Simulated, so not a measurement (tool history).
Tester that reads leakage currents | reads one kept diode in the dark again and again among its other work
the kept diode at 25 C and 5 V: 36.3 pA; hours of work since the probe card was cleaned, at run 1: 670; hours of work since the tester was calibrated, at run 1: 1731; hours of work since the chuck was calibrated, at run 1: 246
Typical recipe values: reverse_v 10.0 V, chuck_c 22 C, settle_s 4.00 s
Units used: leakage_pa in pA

run,hour,reverse_v,chuck_c,settle_s,hours of work since the probe card was cleaned,hours of work since the tester was calibrated,hours of work since the chuck was calibrated,leakage_pa
1,0.0,10.0,22,4.00,670,1731,246,42.27
2,143.7,18.2,22,4.00,727,1789,304,56.11
3,315.2,10.0,22,4.00,796,1858,373,43.01
4,411.0,10.0,22,4.00,835,1896,411,43.42
5,561.2,10.0,22,4.00,895,1956,472,43.94
6,686.4,16.7,22,4.00,945,2007,522,56.34
7,859.4,16.7,22,4.00,1015,2076,591,56.75
8,1052.0,10.0,22,4.00,1092,2154,669,45.43
9,1248.4,4.7,22,4.00,1171,2233,748,32.73
10,1388.9,10.0,29,4.00,1228,2289,804,74.93
11,1483.8,10.0,29,4.00,1266,2327,842,75.27
12,1573.2,10.0,29,4.00,1302,2363,878,75.70
# hour 1716.7: tester calibrated
13,1755.5,10.0,29,4.00,1374,16,951,75.80
# hour 1772.7: probe card cleaned and baked
14,1885.4,10.0,35,4.00,45,67,1002,116.06
15,2018.0,10.0,35,4.00,99,120,1055,116.18
16,2175.3,10.0,35,4.00,162,183,1118,117.60
# hour 2191.4: probe card cleaned and baked, once more
17,2356.7,10.0,35,4.00,66,255,1190,111.87
# hour 2570.9: chuck's temperature calibrated
18,2570.9,13.7,52,4.00,152,340,0,349.57
19,2704.3,2.4,51,4.23,205,394,54,161.24
20,2793.1,2.4,51,4.23,241,429,89,163.04
21,2974.7,15.2,22,2.62,314,502,162,48.93
22,3099.0,15.2,22,2.62,364,552,212,49.48
23,3258.0,14.7,48,0.31,428,616,276,294.94
24,3349.2,14.7,48,0.31,464,653,313,295.02
25,3475.1,14.7,48,0.31,515,703,363,297.99

Branching from run 25: 3 alternative next runs. What would each branch give?
A,3565.0,9.6,25,0.31,551,739,399,?
B,3565.0,5.3,22,0.36,551,739,399,?
C,3565.0,2.0,48,6.33,551,739,399,?

run,leakage_pa
A,55.10
B,34.01
C,126.97
Without the tool's unlogged condition, the same runs would have read:
run,leakage_pa
A,51.68
B,31.95
C,122.35
